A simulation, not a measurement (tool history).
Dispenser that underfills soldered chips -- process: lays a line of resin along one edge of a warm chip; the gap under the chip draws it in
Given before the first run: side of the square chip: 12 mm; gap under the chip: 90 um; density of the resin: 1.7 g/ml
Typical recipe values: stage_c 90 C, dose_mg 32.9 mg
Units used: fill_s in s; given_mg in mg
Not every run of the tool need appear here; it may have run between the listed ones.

{"run": 1, "hour": 0.0, "stage_c": 90, "dose_mg": 32.9, "fill_s": 92.9, "given_mg": 31.84}
{"run": 2, "hour": 1.9, "stage_c": 94, "dose_mg": 32.9, "fill_s": 87.7, "given_mg": 31.76}
{"run": 3, "hour": 6.3, "stage_c": 94, "dose_mg": 32.9, "fill_s": 96.5, "given_mg": 31.47}
{"hour": 8.5, "done": "new syringe of resin"}
{"run": 4, "hour": 9.9, "stage_c": 94, "dose_mg": 32.9, "fill_s": 77.8, "given_mg": 31.39}
{"run": 5, "hour": 12.0, "stage_c": 90, "dose_mg": 32.7, "fill_s": 92.0, "given_mg": 31.22}
{"run": 6, "hour": 15.3, "stage_c": 86, "dose_mg": 32.9, "fill_s": 113.2, "given_mg": 31.46}
{"run": 7, "hour": 17.5, "stage_c": 86, "dose_mg": 32.9, "fill_s": 122.2, "given_mg": 31.41}
{"hour": 21.1, "done": "new syringe of resin"}
{"run": 8, "hour": 22.0, "stage_c": 86, "dose_mg": 32.9, "fill_s": 98.1, "given_mg": 31.51}
{"run": 9, "hour": 25.4, "stage_c": 86, "dose_mg": 32.9, "fill_s": 107.8, "given_mg": 31.34}
{"run": 10, "hour": 28.3, "stage_c": 86, "dose_mg": 32.9, "fill_s": 116.8, "given_mg": 31.36}
{"run": 11, "hour": 33.0, "stage_c": 103, "dose_mg": 33.0, "fill_s": 77.3, "given_mg": 31.26}
{"hour": 33.6, "done": "new syringe of resin"}
{"run": 12, "hour": 37.8, "stage_c": 90, "dose_mg": 28.0, "fill_s": 97.4, "given_mg": 26.36}
{"run": 13, "hour": 40.3, "stage_c": 97, "dose_mg": 38.6, "fill_s": 77.4, "given_mg": 36.4}
{"run": 14, "hour": 43.7, "stage_c": 103, "dose_mg": 42.7, "fill_s": 70.5, "given_mg": 39.92}
{"hour": 46.2, "done": "new syringe of resin"}
{"run": 15, "hour": 47.2, "stage_c": 80, "dose_mg": 32.1, "fill_s": 121.8, "given_mg": 30.23}
{"run": 16, "hour": 51.9, "stage_c": 76, "dose_mg": 37.5, "fill_s": 151.2, "given_mg": 34.89}
{"run": 17, "hour": 54.8, "stage_c": 93, "dose_mg": 38.1, "fill_s": 93.0, "given_mg": 35.58}
{"run": 18, "hour": 57.5, "stage_c": 95, "dose_mg": 40.5, "fill_s": 91.7, "given_mg": 37.8}
{"hour": 59.0, "done": "new syringe of resin"}
{"run": 19, "hour": 61.5, "stage_c": 85, "dose_mg": 39.3, "fill_s": 104.7, "given_mg": 36.75}
{"run": 20, "hour": 63.7, "stage_c": 90, "dose_mg": 31.0, "fill_s": 97.9, "given_mg": 29.1}

Branching from run 20: 5 alternative next runs. What would each branch give?
{"run": "A", "hour": 68.0, "stage_c": 103, "dose_mg": 39.0, "fill_s": "?", "given_mg": "?"}
{"run": "B", "hour": 68.0, "stage_c": 93, "dose_mg": 40.6, "fill_s": "?", "given_mg": "?"}
{"run": "C", "hour": 68.0, "stage_c": 94, "dose_mg": 33.2, "fill_s": "?", "given_mg": "?"}
{"run": "D", "hour": 68.0, "stage_c": 90, "dose_mg": 40.1, "fill_s": "?", "given_mg": "?"}
{"run": "E", "hour": 68.0, "stage_c": 96, "dose_mg": 29.6, "fill_s": "?", "given_mg": "?"}

run=A fill_s=68.6 given_mg=36.67
run=B fill_s=93.8 given_mg=37.79
run=C fill_s=95.3 given_mg=30.89
run=D fill_s=103.1 given_mg=37.68
run=E fill_s=90.6 given_mg=27.45
Stripped of hidden state, with their random variation kept, the same runs would have yielded:
run=A fill_s=52.1 given_mg=39.37
run=B fill_s=71.1 given_mg=40.58
run=C fill_s=71.7 given_mg=33.17
run=D fill_s=78.2 given_mg=40.46
run=E fill_s=67.6 given_mg=29.48
